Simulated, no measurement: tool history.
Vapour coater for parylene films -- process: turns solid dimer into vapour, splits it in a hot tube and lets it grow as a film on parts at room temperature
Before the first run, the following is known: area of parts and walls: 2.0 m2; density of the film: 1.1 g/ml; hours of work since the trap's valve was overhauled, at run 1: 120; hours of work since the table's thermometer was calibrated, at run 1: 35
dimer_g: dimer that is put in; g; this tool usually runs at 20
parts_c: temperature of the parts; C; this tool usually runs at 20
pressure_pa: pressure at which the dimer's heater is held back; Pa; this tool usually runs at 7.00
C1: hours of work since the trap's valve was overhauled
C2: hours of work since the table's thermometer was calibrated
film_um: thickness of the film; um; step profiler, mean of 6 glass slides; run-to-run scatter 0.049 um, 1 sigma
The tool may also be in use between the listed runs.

{"run": 1, "hour": 0.0, "dimer_g": 20, "parts_c": 20, "pressure_pa": 7.0, "C1": 120, "C2": 35, "film_um": 5.41}
{"run": 2, "hour": 7.4, "dimer_g": 20, "parts_c": 20, "pressure_pa": 7.0, "C1": 125, "C2": 40, "film_um": 5.38}
{"run": 3, "hour": 13.4, "dimer_g": 12, "parts_c": 20, "pressure_pa": 7.0, "C1": 129, "C2": 43, "film_um": 3.31}
{"run": 4, "hour": 27.2, "dimer_g": 12, "parts_c": 20, "pressure_pa": 9.4, "C1": 137, "C2": 52, "film_um": 3.15}
{"run": 5, "hour": 35.8, "dimer_g": 20, "parts_c": 20, "pressure_pa": 7.0, "C1": 142, "C2": 57, "film_um": 5.34}
{"run": 6, "hour": 47.9, "dimer_g": 15, "parts_c": 20, "pressure_pa": 7.0, "C1": 150, "C2": 64, "film_um": 4.06}
{"hour": 52.7, "done": "trap's valve overhauled"}
{"run": 7, "hour": 64.7, "dimer_g": 20, "parts_c": 26, "pressure_pa": 3.21, "C1": 7, "C2": 72, "film_um": 4.55}
{"hour": 80.8, "done": "trap's valve overhauled, once more"}
{"run": 8, "hour": 82.6, "dimer_g": 20, "parts_c": 12, "pressure_pa": 3.21, "C1": 1, "C2": 81, "film_um": 8.48}
{"run": 9, "hour": 90.8, "dimer_g": 17, "parts_c": 12, "pressure_pa": 3.21, "C1": 6, "C2": 86, "film_um": 7.13}
{"run": 10, "hour": 105.4, "dimer_g": 17, "parts_c": 12, "pressure_pa": 3.21, "C1": 15, "C2": 94, "film_um": 7.18}
{"run": 11, "hour": 114.5, "dimer_g": 30, "parts_c": 20, "pressure_pa": 5.19, "C1": 20, "C2": 100, "film_um": 8.55}

For some of the steps in film_um from one run to the next: how much would appear even if the tool had no hidden state, given the settings, what came in and random variation, and how much remains for the hidden state plus any gauge scatter that the measured result and the result without hidden state don't share?
Hidden state present: vapour lost through the trap's worn valve, %; true temperature of the parts over the reading, C; drift of the gauge itself on film_um, %.
Run 7 -> 8: parts_c 26 -> 12, trap's valve overhauled, once more. film_um +3.93 um: hidden state +0.13, all else +3.80.
